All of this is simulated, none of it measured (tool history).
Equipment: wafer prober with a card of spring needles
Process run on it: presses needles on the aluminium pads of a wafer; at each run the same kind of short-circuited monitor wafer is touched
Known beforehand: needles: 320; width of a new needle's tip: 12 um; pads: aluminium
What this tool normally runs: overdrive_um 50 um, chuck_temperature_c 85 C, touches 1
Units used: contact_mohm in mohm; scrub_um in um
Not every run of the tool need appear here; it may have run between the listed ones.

run	hour	overdrive_um	chuck_temperature_c	touches	contact_mohm	scrub_um
1	0.0	50	85	1	180	10.12
2	11.3	50	85	1	252	10.15
3	28.5	50	85	1	205	10.09
4	44.0	37	85	1	290	7.41
5	56.9	37	85	1	290	7.40
6	72.7	37	85	1	302	7.66
7	91.7	50	85	1	214	10.30
8	102.7	50	85	1	210	10.31
9	119.7	50	85	1	235	10.31
10	135.8	50	85	1	250	10.30
11	152.9	50	85	1	191	10.23
12	167.9	50	85	1	219	10.24
13	182.2	50	85	1	228	10.24
14	196.8	50	72	1	235	10.26
15	208.7	50	72	1	229	10.25
16	226.6	50	72	1	173	10.18
17	239.4	50	72	1	182	10.20
18	260.2	45	70	2	226	9.18
19	280.2	45	36	2	190	9.11
20	290.6	35	53	1	209	7.04
21	314.5	49	109	2	181	9.97
22	333.7	66	72	2	185	13.48
23	351.1	56	72	2	212	11.35
24	363.6	32	90	2	298	6.38
25	375.6	46	33	1	267	9.27
26	399.3	50	84	1	247	10.10
27	423.1	48	67	3	198	9.94
28	438.4	55	67	1	237	11.37
29	449.6	45	85	2	228	9.27
30	466.9	45	85	2	187	9.27
31	489.5	40	52	2	254	8.26
32	501.4	58	85	1	231	11.98

Missing from the log above: 41 entries noted between runs. For each, name the pair of listed runs it sits between and say how the tool's hidden condition differs from the listed run just before to the listed run just after:
After run 2, before run 3: tips cleaned on abrasive film (hour 12.5); tips cleaned on abrasive film (hour 25.6)
  debris on the tips, nm: 50.3 -> 22.3; way that the needles fall short of the set height, um: 1.04 -> 1.12; tips' diameter, um: 12.85 -> 12.88
  measured value less the no-hidden-state value, contact_mohm: +83 -> +38 mohm; scrub_um: -0.22 -> -0.23 um
After run 3, before run 4: tips cleaned on abrasive film (hour 37.8)
  debris on the tips, nm: 22.3 -> 37.1; way that the needles fall short of the set height, um: 1.12 -> 1.18; tips' diameter, um: 12.88 -> 12.9
  measured value less the no-hidden-state value, contact_mohm: +38 -> +111 mohm; scrub_um: -0.23 -> -0.25 um
After run 4, before run 5: tips cleaned on abrasive film (hour 50.4)
  debris on the tips, nm: 37.1 -> 37.6; way that the needles fall short of the set height, um: 1.18 -> 1.24; tips' diameter, um: 12.9 -> 12.92
  measured value less the no-hidden-state value, contact_mohm: +111 -> +112 mohm; scrub_um: -0.25 -> -0.25 um
After run 5, before run 6: tips cleaned on abrasive film (hour 63.1); height of the first contact set anew (hour 69.8)
  debris on the tips, nm: 37.6 -> 45.3; way that the needles fall short of the set height, um: 1.24 -> 0; tips' diameter, um: 12.92 -> 12.94
  measured value less the no-hidden-state value, contact_mohm: +112 -> +125 mohm; scrub_um: -0.25 -> +0.00 um
After run 6, before run 7: tips cleaned on abrasive film (hour 75.8); tips cleaned on abrasive film (hour 87.8)
  debris on the tips, nm: 45.3 -> 26; way that the needles fall short of the set height, um: 0 -> 0.11; tips' diameter, um: 12.94 -> 12.98
  measured value less the no-hidden-state value, contact_mohm: +125 -> +43 mohm; scrub_um: +0.00 -> -0.02 um
After run 7, before run 8: tips cleaned on abrasive film (hour 99.7)
  debris on the tips, nm: 26 -> 23.6; way that the needles fall short of the set height, um: 0.11 -> 0.16; tips' diameter, um: 12.98 -> 12.99
  measured value less the no-hidden-state value, contact_mohm: +43 -> +40 mohm; scrub_um: -0.02 -> -0.03 um
After run 8, before run 9: tips cleaned on abrasive film (hour 111.8)
  debris on the tips, nm: 23.6 -> 40.5; way that the needles fall short of the set height, um: 0.16 -> 0.21; tips' diameter, um: 12.99 -> 13.01
  measured value less the no-hidden-state value, contact_mohm: +40 -> +66 mohm; scrub_um: -0.03 -> -0.04 um
After run 9, before run 10: tips cleaned on abrasive film (hour 125.1)
  debris on the tips, nm: 40.5 -> 46.6; way that the needles fall short of the set height, um: 0.21 -> 0.27; tips' diameter, um: 13.01 -> 13.03
  measured value less the no-hidden-state value, contact_mohm: +66 -> +77 mohm; scrub_um: -0.04 -> -0.05 um
After run 10, before run 11: tips cleaned on abrasive film (hour 137.8); tips cleaned on abrasive film (hour 151.2)
  debris on the tips, nm: 46.6 -> 13.7; way that the needles fall short of the set height, um: 0.27 -> 0.36; tips' diameter, um: 13.03 -> 13.06
  measured value less the no-hidden-state value, contact_mohm: +77 -> +24 mohm; scrub_um: -0.05 -> -0.08 um
After run 11, before run 12: tips cleaned on abrasive film (hour 163.4)
  debris on the tips, nm: 13.7 -> 30.8; way that the needles fall short of the set height, um: 0.36 -> 0.41; tips' diameter, um: 13.06 -> 13.08
  measured value less the no-hidden-state value, contact_mohm: +24 -> +51 mohm; scrub_um: -0.08 -> -0.09 um
After run 12, before run 13: tips cleaned on abrasive film (hour 176.2)
  debris on the tips, nm: 30.8 -> 34.2; way that the needles fall short of the set height, um: 0.41 -> 0.44; tips' diameter, um: 13.08 -> 13.09
  measured value less the no-hidden-state value, contact_mohm: +51 -> +58 mohm; scrub_um: -0.09 -> -0.09 um
After run 13, before run 14: tips cleaned on abrasive film (hour 189.6)
  debris on the tips, nm: 34.2 -> 37.9; way that the needles fall short of the set height, um: 0.44 -> 0.48; tips' diameter, um: 13.09 -> 13.11
  measured value less the no-hidden-state value, contact_mohm: +58 -> +66 mohm; scrub_um: -0.09 -> -0.10 um
After run 14, before run 15: tips cleaned on abrasive film (hour 202.1)
  debris on the tips, nm: 37.9 -> 35.8; way that the needles fall short of the set height, um: 0.48 -> 0.54; tips' diameter, um: 13.11 -> 13.13
  measured value less the no-hidden-state value, contact_mohm: +66 -> +62 mohm; scrub_um: -0.10 -> -0.11 um
After run 15, before run 16: tips cleaned on abrasive film (hour 214.8); tips cleaned on abrasive film (hour 226.6)
  debris on the tips, nm: 35.8 -> 2.7; way that the needles fall short of the set height, um: 0.54 -> 0.63; tips' diameter, um: 13.13 -> 13.16
  measured value less the no-hidden-state value, contact_mohm: +62 -> +6 mohm; scrub_um: -0.11 -> -0.13 um
After run 16, before run 17: tips cleaned on abrasive film (hour 239.1)
  debris on the tips, nm: 2.7 -> 6.7; way that the needles fall short of the set height, um: 0.63 -> 0.68; tips' diameter, um: 13.16 -> 13.18
  measured value less the no-hidden-state value, contact_mohm: +6 -> +13 mohm; scrub_um: -0.13 -> -0.14 um
After run 17, before run 18: tips cleaned on abrasive film (hour 251.1)
  debris on the tips, nm: 6.7 -> 43.8; way that the needles fall short of the set height, um: 0.68 -> 0.72; tips' diameter, um: 13.18 -> 13.19
  measured value less the no-hidden-state value, contact_mohm: +13 -> +57 mohm; scrub_um: -0.14 -> -0.15 um
After run 18, before run 19: tips cleaned on abrasive film (hour 264.9); tips cleaned on abrasive film (hour 278.0)
  debris on the tips, nm: 43.8 -> 20.1; way that the needles fall short of the set height, um: 0.72 -> 0.83; tips' diameter, um: 13.19 -> 13.23
  measured value less the no-hidden-state value, contact_mohm: +57 -> +28 mohm; scrub_um: -0.15 -> -0.17 um
After run 19, before run 20: tips cleaned on abrasive film (hour 289.9)
  debris on the tips, nm: 20.1 -> 10.1; way that the needles fall short of the set height, um: 0.83 -> 0.89; tips' diameter, um: 13.23 -> 13.25
  measured value less the no-hidden-state value, contact_mohm: +28 -> +38 mohm; scrub_um: -0.17 -> -0.19 um
After run 20, before run 21: tips cleaned on abrasive film (hour 301.8); tips cleaned on abrasive film (hour 314.5)
  debris on the tips, nm: 10.1 -> 5.1; way that the needles fall short of the set height, um: 0.89 -> 0.98; tips' diameter, um: 13.25 -> 13.28
  measured value less the no-hidden-state value, contact_mohm: +38 -> +7 mohm; scrub_um: -0.19 -> -0.20 um
After run 21, before run 22: tips cleaned on abrasive film (hour 327.0)
  debris on the tips, nm: 5.1 -> 35.7; way that the needles fall short of the set height, um: 0.98 -> 1.04; tips' diameter, um: 13.28 -> 13.3
  measured value less the no-hidden-state value, contact_mohm: +7 -> +25 mohm; scrub_um: -0.20 -> -0.22 um
After run 22, before run 23: tips cleaned on abrasive film (hour 339.7)
  debris on the tips, nm: 35.7 -> 49.1; way that the needles fall short of the set height, um: 1.04 -> 1.08; tips' diameter, um: 13.3 -> 13.32
  measured value less the no-hidden-state value, contact_mohm: +25 -> +45 mohm; scrub_um: -0.22 -> -0.22 um
After run 23, before run 24: tips cleaned on abrasive film (hour 353.1)
  debris on the tips, nm: 49.1 -> 47.1; way that the needles fall short of the set height, um: 1.08 -> 1.13; tips' diameter, um: 13.32 -> 13.33
  measured value less the no-hidden-state value, contact_mohm: +45 -> +116 mohm; scrub_um: -0.22 -> -0.23 um
After run 24, before run 25: tips cleaned on abrasive film (hour 365.2)
  debris on the tips, nm: 47.1 -> 48.6; way that the needles fall short of the set height, um: 1.13 -> 1.18; tips' diameter, um: 13.33 -> 13.35
  measured value less the no-hidden-state value, contact_mohm: +116 -> +109 mohm; scrub_um: -0.23 -> -0.24 um
After run 25, before run 26: tips cleaned on abrasive film (hour 377.6); tips cleaned on abrasive film (hour 390.7)
  debris on the tips, nm: 48.6 -> 43.6; way that the needles fall short of the set height, um: 1.18 -> 1.26; tips' diameter, um: 13.35 -> 13.38
  measured value less the no-hidden-state value, contact_mohm: +109 -> +79 mohm; scrub_um: -0.24 -> -0.26 um
After run 26, before run 27: tips cleaned on abrasive film (hour 402.8); tips cleaned on abrasive film (hour 415.5); height of the first contact set anew (hour 417.7)
  debris on the tips, nm: 43.6 -> 41.1; way that the needles fall short of the set height, um: 1.26 -> 0; tips' diameter, um: 13.38 -> 13.41
  measured value less the no-hidden-state value, contact_mohm: +79 -> +29 mohm; scrub_um: -0.26 -> +0.00 um
After run 27, before run 28: tips cleaned on abrasive film (hour 428.1)
  debris on the tips, nm: 41.1 -> 47.7; way that the needles fall short of the set height, um: 0 -> 0.04; tips' diameter, um: 13.41 -> 13.43
  measured value less the no-hidden-state value, contact_mohm: +29 -> +72 mohm; scrub_um: +0.00 -> -0.01 um
After run 28, before run 29: tips cleaned on abrasive film (hour 440.4)
  debris on the tips, nm: 47.7 -> 46.7; way that the needles fall short of the set height, um: 0.04 -> 0.07; tips' diameter, um: 13.43 -> 13.44
  measured value less the no-hidden-state value, contact_mohm: +72 -> +58 mohm; scrub_um: -0.01 -> -0.02 um
After run 29, before run 30: tips cleaned on abrasive film (hour 453.5); tips cleaned on abrasive film (hour 466.2)
  debris on the tips, nm: 46.7 -> 10.9; way that the needles fall short of the set height, um: 0.07 -> 0.16; tips' diameter, um: 13.44 -> 13.47
  measured value less the no-hidden-state value, contact_mohm: +58 -> +16 mohm; scrub_um: -0.02 -> -0.04 um
After run 30, before run 31: tips cleaned on abrasive film (hour 478.4)
  debris on the tips, nm: 10.9 -> 49.2; way that the needles fall short of the set height, um: 0.16 -> 0.2; tips' diameter, um: 13.47 -> 13.48
  measured value less the no-hidden-state value, contact_mohm: +16 -> +83 mohm; scrub_um: -0.04 -> -0.05 um
After run 31, before run 32: tips cleaned on abrasive film (hour 490.7)
  way that the needles fall short of the set height, um: 0.2 -> 0.25; tips' diameter, um: 13.48 -> 13.5
  measured value less the no-hidden-state value, contact_mohm: +83 -> +66 mohm; scrub_um: -0.05 -> -0.05 um
